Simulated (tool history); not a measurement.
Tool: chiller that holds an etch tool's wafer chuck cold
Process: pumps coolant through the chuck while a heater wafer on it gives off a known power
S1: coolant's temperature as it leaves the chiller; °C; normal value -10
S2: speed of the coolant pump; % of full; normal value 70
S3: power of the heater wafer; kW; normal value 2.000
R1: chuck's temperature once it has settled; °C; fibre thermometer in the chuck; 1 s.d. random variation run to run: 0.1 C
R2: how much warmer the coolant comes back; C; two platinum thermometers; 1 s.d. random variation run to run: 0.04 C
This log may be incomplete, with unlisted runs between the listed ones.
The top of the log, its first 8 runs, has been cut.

{"run": 9, "day": 12.988, "S1": -10, "S2": 70, "S3": 1.212, "R1": 0.8, "R2": 5.54}
{"run": 10, "day": 15.167, "S1": -10, "S2": 83, "S3": 2.0, "R1": 5.6, "R2": 7.76}
{"run": 11, "day": 17.45, "S1": -10, "S2": 83, "S3": 2.0, "R1": 5.8, "R2": 7.68}
{"run": 12, "day": 18.625, "S1": -10, "S2": 82, "S3": 2.0, "R1": 5.8, "R2": 7.83}
{"run": 13, "day": 20.692, "S1": -10, "S2": 82, "S3": 2.0, "R1": 6.1, "R2": 7.78}
{"run": 14, "day": 23.138, "S1": -10, "S2": 82, "S3": 2.0, "R1": 5.8, "R2": 7.8}
{"run": 15, "day": 25.612, "S1": -10, "S2": 73, "S3": 2.0, "R1": 7.2, "R2": 8.74}
{"run": 16, "day": 26.846, "S1": -10, "S2": 73, "S3": 2.0, "R1": 7.4, "R2": 8.81}
{"run": 17, "day": 28.804, "S1": -10, "S2": 73, "S3": 2.0, "R1": 7.2, "R2": 8.84}
{"run": 18, "day": 31.0, "S1": -10, "S2": 73, "S3": 2.0, "R1": 7.5, "R2": 8.83}
{"run": 19, "day": 32.421, "S1": -12, "S2": 63, "S3": 2.0, "R1": 7.5, "R2": 10.2}
{"run": 20, "day": 35.004, "S1": -12, "S2": 63, "S3": 2.0, "R1": 7.5, "R2": 10.27}
{"run": 21, "day": 36.775, "S1": -5, "S2": 69, "S3": 2.905, "R1": 21.3, "R2": 13.41}
{"run": 22, "day": 38.096, "S1": -5, "S2": 69, "S3": 2.905, "R1": 21.1, "R2": 13.49}
{"run": 23, "day": 40.529, "S1": -7, "S2": 70, "S3": 2.108, "R1": 11.9, "R2": 9.74}
{"run": 24, "day": 41.925, "S1": -17, "S2": 68, "S3": 2.0, "R1": 1.5, "R2": 9.49}
{"run": 25, "day": 44.571, "S1": -17, "S2": 73, "S3": 2.197, "R1": 2.0, "R2": 9.73}
{"run": 26, "day": 46.617, "S1": -17, "S2": 63, "S3": 2.119, "R1": 3.7, "R2": 10.84}
{"run": 27, "day": 49.354, "S1": -17, "S2": 63, "S3": 2.119, "R1": 3.5, "R2": 10.86}
{"run": 28, "day": 50.812, "S1": -18, "S2": 70, "S3": 2.508, "R1": 4.4, "R2": 11.52}
{"run": 29, "day": 53.612, "S1": -18, "S2": 70, "S3": 2.508, "R1": 4.5, "R2": 11.7}
{"run": 30, "day": 55.225, "S1": -18, "S2": 77, "S3": 2.917, "R1": 6.2, "R2": 12.32}
{"run": 31, "day": 56.529, "S1": -18, "S2": 70, "S3": 2.887, "R1": 7.8, "R2": 13.36}
{"run": 32, "day": 58.0, "S1": -18, "S2": 98, "S3": 1.739, "R1": -5.9, "R2": 5.97}
{"run": 33, "day": 60.146, "S1": -18, "S2": 98, "S3": 1.739, "R1": -5.7, "R2": 5.92}

Branching from run 33: 3 alternative next runs. What would each branch give?
{"run": "A", "day": 61.838, "S1": -5, "S2": 68, "S3": 2.0, "R1": "?", "R2": "?"}
{"run": "B", "day": 61.838, "S1": -2, "S2": 99, "S3": 2.339, "R1": "?", "R2": "?"}
{"run": "C", "day": 61.838, "S1": -9, "S2": 98, "S3": 2.272, "R1": "?", "R2": "?"}

run=A R1=13.4 R2=9.58
run=B R1=14.0 R2=7.78
run=C R1=6.7 R2=7.71
The same runs, with their run-to-run variation unchanged, on a tool lacking any hidden condition would have given:
run=A R1=13.4 R2=9.26
run=B R1=14.0 R2=7.46
run=C R1=6.7 R2=7.38
